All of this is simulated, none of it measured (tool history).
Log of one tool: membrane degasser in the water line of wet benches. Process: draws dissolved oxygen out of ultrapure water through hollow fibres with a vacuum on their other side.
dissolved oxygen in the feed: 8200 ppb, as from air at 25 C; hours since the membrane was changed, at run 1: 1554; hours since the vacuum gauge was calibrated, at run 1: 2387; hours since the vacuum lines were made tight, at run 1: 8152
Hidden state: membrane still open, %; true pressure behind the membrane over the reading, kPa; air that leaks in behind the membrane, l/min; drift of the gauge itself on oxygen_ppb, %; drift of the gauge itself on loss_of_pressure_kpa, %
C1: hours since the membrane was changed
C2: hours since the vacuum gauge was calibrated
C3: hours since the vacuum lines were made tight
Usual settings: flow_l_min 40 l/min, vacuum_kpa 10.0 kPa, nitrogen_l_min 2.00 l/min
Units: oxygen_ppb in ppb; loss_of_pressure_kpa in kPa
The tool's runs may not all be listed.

run 1 hour=0.0 | flow_l_min=40 vacuum_kpa=10.0 nitrogen_l_min=2.00 | C1=1554 C2=2387 C3=8152 | oxygen_ppb=340.7 loss_of_pressure_kpa=47.05
run 2 hour=37.7 | flow_l_min=40 vacuum_kpa=10.0 nitrogen_l_min=2.00 | C1=1592 C2=2425 C3=8189 | oxygen_ppb=338.6 loss_of_pressure_kpa=46.84
run 3 hour=77.6 | flow_l_min=40 vacuum_kpa=10.0 nitrogen_l_min=2.00 | C1=1632 C2=2465 C3=8229 | oxygen_ppb=337.0 loss_of_pressure_kpa=46.53
run 4 hour=104.5 | flow_l_min=40 vacuum_kpa=10.0 nitrogen_l_min=2.00 | C1=1658 C2=2491 C3=8256 | oxygen_ppb=342.6 loss_of_pressure_kpa=46.49
run 5 hour=151.6 | flow_l_min=40 vacuum_kpa=10.0 nitrogen_l_min=2.00 | C1=1705 C2=2539 C3=8303 | oxygen_ppb=333.8 loss_of_pressure_kpa=46.80
run 6 hour=175.7 | flow_l_min=48 vacuum_kpa=10.0 nitrogen_l_min=2.00 | C1=1730 C2=2563 C3=8327 | oxygen_ppb=415.9 loss_of_pressure_kpa=56.13
run 7 hour=220.3 | flow_l_min=40 vacuum_kpa=10.0 nitrogen_l_min=2.00 | C1=1774 C2=2607 C3=8372 | oxygen_ppb=337.1 loss_of_pressure_kpa=46.63
run 8 hour=243.0 | flow_l_min=40 vacuum_kpa=10.0 nitrogen_l_min=2.00 | C1=1797 C2=2630 C3=8395 | oxygen_ppb=337.2 loss_of_pressure_kpa=46.89
run 9 hour=295.5 | flow_l_min=40 vacuum_kpa=10.0 nitrogen_l_min=2.00 | C1=1849 C2=2682 C3=8447 | oxygen_ppb=337.3 loss_of_pressure_kpa=46.73
run 10 hour=320.3 | flow_l_min=40 vacuum_kpa=10.0 nitrogen_l_min=2.00 | C1=1874 C2=2707 C3=8472 | oxygen_ppb=342.1 loss_of_pressure_kpa=46.88
run 11 hour=350.5 | flow_l_min=40 vacuum_kpa=11.0 nitrogen_l_min=2.00 | C1=1904 C2=2737 C3=8502 | oxygen_ppb=385.6 loss_of_pressure_kpa=46.47
run 12 hour=383.3 | flow_l_min=40 vacuum_kpa=10.0 nitrogen_l_min=5.85 | C1=1937 C2=2770 C3=8535 | oxygen_ppb=159.2 loss_of_pressure_kpa=46.74
run 13 hour=411.5 | flow_l_min=40 vacuum_kpa=10.0 nitrogen_l_min=5.85 | C1=1965 C2=2798 C3=8563 | oxygen_ppb=157.3 loss_of_pressure_kpa=46.59
run 14 hour=461.8 | flow_l_min=40 vacuum_kpa=10.0 nitrogen_l_min=5.85 | C1=2016 C2=2849 C3=8613 | oxygen_ppb=156.0 loss_of_pressure_kpa=46.63
run 15 hour=506.5 | flow_l_min=24 vacuum_kpa=22.6 nitrogen_l_min=2.74 | C1=2060 C2=2893 C3=8658 | oxygen_ppb=408.2 loss_of_pressure_kpa=27.92
run 16 hour=553.3 | flow_l_min=40 vacuum_kpa=13.8 nitrogen_l_min=2.00 | C1=2107 C2=2940 C3=8705 | oxygen_ppb=495.2 loss_of_pressure_kpa=46.60
run 17 hour=601.4 | flow_l_min=38 vacuum_kpa=9.6 nitrogen_l_min=2.00 | C1=2155 C2=2988 C3=8753 | oxygen_ppb=309.8 loss_of_pressure_kpa=44.19
run 18 hour=652.1 | flow_l_min=38 vacuum_kpa=9.6 nitrogen_l_min=2.00 | C1=2206 C2=3039 C3=8804 | oxygen_ppb=309.1 loss_of_pressure_kpa=44.52
run 19 hour=691.5 | flow_l_min=40 vacuum_kpa=10.0 nitrogen_l_min=0.80 | C1=2245 C2=3079 C3=8843 | oxygen_ppb=658.9 loss_of_pressure_kpa=46.88
run 20 hour=731.3 | flow_l_min=36 vacuum_kpa=10.5 nitrogen_l_min=1.10 | C1=2285 C2=3118 C3=8883 | oxygen_ppb=510.6 loss_of_pressure_kpa=41.91
run 21 hour=777.5 | flow_l_min=36 vacuum_kpa=10.5 nitrogen_l_min=1.10 | C1=2331 C2=3164 C3=8929 | oxygen_ppb=511.8 loss_of_pressure_kpa=42.37
run 22 hour=803.2 | flow_l_min=40 vacuum_kpa=9.2 nitrogen_l_min=2.00 | C1=2357 C2=3190 C3=8955 | oxygen_ppb=306.2 loss_of_pressure_kpa=46.58
run 23 hour=847.8 | flow_l_min=43 vacuum_kpa=16.6 nitrogen_l_min=2.00 | C1=2402 C2=3235 C3=8999 | oxygen_ppb=655.5 loss_of_pressure_kpa=50.36
run 24 hour=897.7 | flow_l_min=43 vacuum_kpa=16.6 nitrogen_l_min=2.00 | C1=2452 C2=3285 C3=9049 | oxygen_ppb=644.5 loss_of_pressure_kpa=50.22
run 25 hour=922.5 | flow_l_min=40 vacuum_kpa=21.5 nitrogen_l_min=2.00 | C1=2476 C2=3309 C3=9074 | oxygen_ppb=786.0 loss_of_pressure_kpa=46.96
run 26 hour=975.1 | flow_l_min=40 vacuum_kpa=21.5 nitrogen_l_min=2.00 | C1=2529 C2=3362 C3=9127 | oxygen_ppb=798.1 loss_of_pressure_kpa=46.82

4 ways to go on from here, each from the tool as it stands after run 26. What would each give?
run A hour=999.3 | flow_l_min=35 vacuum_kpa=23.9 nitrogen_l_min=1.43 | C1=2553 C2=3386 C3=9151 | oxygen_ppb=? loss_of_pressure_kpa=?
run B hour=999.3 | flow_l_min=40 vacuum_kpa=21.5 nitrogen_l_min=1.10 | C1=2553 C2=3386 C3=9151 | oxygen_ppb=? loss_of_pressure_kpa=?
run C hour=999.3 | flow_l_min=40 vacuum_kpa=10.0 nitrogen_l_min=5.36 | C1=2553 C2=3386 C3=9151 | oxygen_ppb=? loss_of_pressure_kpa=?
run D hour=999.3 | flow_l_min=43 vacuum_kpa=23.8 nitrogen_l_min=2.29 | C1=2553 C2=3386 C3=9151 | oxygen_ppb=? loss_of_pressure_kpa=?

run=A oxygen_ppb=1010.3 loss_of_pressure_kpa=41.14
run=B oxygen_ppb=1232.2 loss_of_pressure_kpa=46.87
run=C oxygen_ppb=165.1 loss_of_pressure_kpa=47.16
run=D oxygen_ppb=846.3 loss_of_pressure_kpa=50.39
Without the tool's hidden state the same runs would have given:
run=A oxygen_ppb=996.2 loss_of_pressure_kpa=40.63
run=B oxygen_ppb=1218.4 loss_of_pressure_kpa=46.29
run=C oxygen_ppb=158.6 loss_of_pressure_kpa=46.58
run=D oxygen_ppb=833.3 loss_of_pressure_kpa=49.77

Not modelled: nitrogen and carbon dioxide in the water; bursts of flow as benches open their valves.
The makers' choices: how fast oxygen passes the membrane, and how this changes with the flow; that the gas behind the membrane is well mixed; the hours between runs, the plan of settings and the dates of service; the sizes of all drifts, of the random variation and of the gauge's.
